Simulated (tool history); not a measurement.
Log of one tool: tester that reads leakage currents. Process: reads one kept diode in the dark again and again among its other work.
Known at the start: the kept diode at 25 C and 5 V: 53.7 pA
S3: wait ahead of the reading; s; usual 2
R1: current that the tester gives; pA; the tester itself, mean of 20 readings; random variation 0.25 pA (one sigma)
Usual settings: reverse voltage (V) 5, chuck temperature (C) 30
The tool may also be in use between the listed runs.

Run 1, hour 0: usual settings. Result: R1 81.43 pA.
Run 2, hour 63.8: usual settings. Result: R1 81.01 pA.
Run 3, hour 96.6: usual settings but chuck temperature (C) 23. Result: R1 45.57 pA.
Run 4, hour 143.9: usual settings but chuck temperature (C) 56. Result: R1 559.55 pA.
Run 5, hour 211.2: usual settings but chuck temperature (C) 27. Result: R1 63.76 pA.
Run 6, hour 247.6: usual settings but chuck temperature (C) 27. Result: R1 63.76 pA.
Run 7, hour 311.8: usual settings but S3 3.23 s. Result: R1 81.06 pA.
Run 8, hour 384.8: usual settings. Result: R1 80.84 pA.
Run 9, hour 460.4: usual settings. Result: R1 80.96 pA.
Run 10, hour 524.1: usual settings but chuck temperature (C) 26, S3 2.12 s. Result: R1 58.86 pA.
Run 11, hour 588.6: usual settings but reverse voltage (V) 4.62, chuck temperature (C) 25, S3 0.4 s. Result: R1 52.39 pA.
Run 12, hour 651: usual settings but reverse voltage (V) 4.62, chuck temperature (C) 25, S3 0.4 s. Result: R1 52.57 pA.
At hour 666.2: chuck's temperature calibrated.
Run 13, hour 705.6: usual settings but reverse voltage (V) 13.98, chuck temperature (C) 23, S3 1.05 s. Result: R1 84.84 pA.
Run 14, hour 759.5: usual settings but reverse voltage (V) 13.98, chuck temperature (C) 25, S3 3.62 s. Result: R1 98.86 pA.
Run 15, hour 794.7: usual settings but reverse voltage (V) 13.98, chuck temperature (C) 25, S3 3.62 s. Result: R1 98.54 pA.

3 ways to go on from here, each from the tool as it stands after run 15. What would each give?
Run A, hour 837: usual settings but reverse voltage (V) 2.82, chuck temperature (C) 32, S3 0.31 s. Result: R1 ?.
Run B, hour 837: usual settings but reverse voltage (V) 1.24, chuck temperature (C) 36. Result: R1 ?.
Run C, hour 837: usual settings but reverse voltage (V) 10.35. Result: R1 ?.

run      R1
  A   68.82
  B   57.61
  C  124.38
Without the tool's hidden state the same runs would have given:
run      R1
  A   68.82
  B   57.62
  C  124.29
